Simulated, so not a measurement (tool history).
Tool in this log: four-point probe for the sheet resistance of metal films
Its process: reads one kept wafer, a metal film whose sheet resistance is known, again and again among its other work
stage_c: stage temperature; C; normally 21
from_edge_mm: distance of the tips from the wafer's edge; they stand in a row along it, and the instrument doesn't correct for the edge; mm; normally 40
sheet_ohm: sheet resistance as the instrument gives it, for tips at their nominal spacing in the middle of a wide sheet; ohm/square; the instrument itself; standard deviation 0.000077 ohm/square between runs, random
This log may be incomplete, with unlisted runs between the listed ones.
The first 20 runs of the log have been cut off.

run   hour  stage_c  from_edge_mm  sheet_ohm
 21  564.1       18            19    0.38876
 22  586.4       18            19   0.388802
     590.8  -- stage's thermometer calibrated, once more
 23  619.8       23             8   0.393761
 24  638.6       23             8   0.393852
 25  668.8       21             6   0.397827
 26  706.4       21            52   0.388797
 27    731       22            40   0.388637
 28  750.5       19             6   0.397852
 29  768.9       21             6   0.397801
 30  810.9       21             6   0.397727
 31  834.2       28            18   0.389668

Branching from run 31: 4 alternative next runs. What would each branch give?
  A  876.3       28             5          ?
  B  876.3       30            58          ?
  C  876.3       28            31          ?
  D  876.3       28            25          ?

run  sheet_ohm
  A   0.401622
  B   0.388445
  C   0.388863
  D   0.389128
Stripped of hidden state, with their random variation kept, the same runs would have yielded:
run  sheet_ohm
  A   0.399551
  B   0.386436
  C   0.386851
  D   0.387115

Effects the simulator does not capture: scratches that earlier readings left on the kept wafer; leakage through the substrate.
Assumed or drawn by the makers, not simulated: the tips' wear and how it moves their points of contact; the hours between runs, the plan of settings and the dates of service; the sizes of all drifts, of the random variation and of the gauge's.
